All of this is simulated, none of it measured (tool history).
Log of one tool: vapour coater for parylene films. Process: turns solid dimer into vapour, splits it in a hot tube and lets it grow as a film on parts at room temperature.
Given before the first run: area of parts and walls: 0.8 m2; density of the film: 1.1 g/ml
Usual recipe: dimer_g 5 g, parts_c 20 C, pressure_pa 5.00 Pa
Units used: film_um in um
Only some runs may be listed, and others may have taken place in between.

run     day  dimer_g  parts_c  pressure_pa  film_um
  1   0.000        5       20         5.00     4.13
  2   1.321        5       20         5.00     4.17
  3   2.342        5       20         5.00     4.16
  4   3.375        5       20         5.00     4.16
  5   4.283        5       20         5.00     4.18
  6   5.096        5       20         5.00     4.18
  7   6.025        5       22         5.00     3.75
      7.054  -- trap's valve overhauled
  8   7.317        5       22         5.00     3.62
  9   8.088        5       16         5.00     4.81
 10   9.421        5       20         5.00     3.93
 11  10.392        5       15         5.00     4.92
 12  11.112        5       20         5.00     3.97
 13  11.967        5       20         5.00     3.94
 14  12.717        5       20         5.00     3.97
 15  13.821        5       17         5.00     4.52
 16  14.462        5       17         5.00     4.55
     14.996  -- trap's valve overhauled, once more
 17  15.962        5       17         5.00     5.21
 18  16.983        5       17         5.00     5.26
 19  17.533        5       17         5.00     5.22
 20  18.162        5       17         5.00     5.22
 21  19.300        5       20         5.00     4.52
 22  20.075        5       20         4.31     4.56
 23  20.912        5       20         4.31     4.57
 24  22.029        5       30         5.00     2.79
 25  22.592        5       30         5.00     2.76
 26  23.583        3       24         6.96     2.10
 27  24.421        3       24         6.96     2.13
 28  25.075        3       24         6.96     2.13
 29  25.917        3       24         6.96     2.11
 30  27.129        3       23         8.70     2.16
 31  28.312        6       25         3.31     4.48
 32  29.612        8       24         2.54     6.47
 33  30.817        6       16         7.59     6.13
 34  31.429        6       16         7.59     6.19
 35  32.317        5       26         2.51     3.65
 36  32.888        5       26         2.51     3.67
 37  33.829        5       26         2.51     3.63
 38  34.408        7       14         8.78     7.60
 39  35.367        4       28         5.09     2.42
 40  36.429        4       28         5.09     2.42
 41  37.021        3       26        10.56     1.79
 42  38.058        5       24         2.49     4.00
 43  38.662        5       14         2.49     5.40
 44  39.692        5       14         2.49     5.39

Consider 3 possible next runs. They are alternatives, not a sequence: every one starts from the tool as it was left by run 44. What does each give?
  A  40.854        4       29         2.49        ?
  B  40.854        2       20         2.15        ?
  C  40.854        3       23         4.84        ?

run  film_um
  A     2.53
  B     1.98
  C     2.29
Take away the tool's hidden state, keep each run's random variation, and the runs would have read:
run  film_um
  A     2.54
  B     1.99
  C     2.30
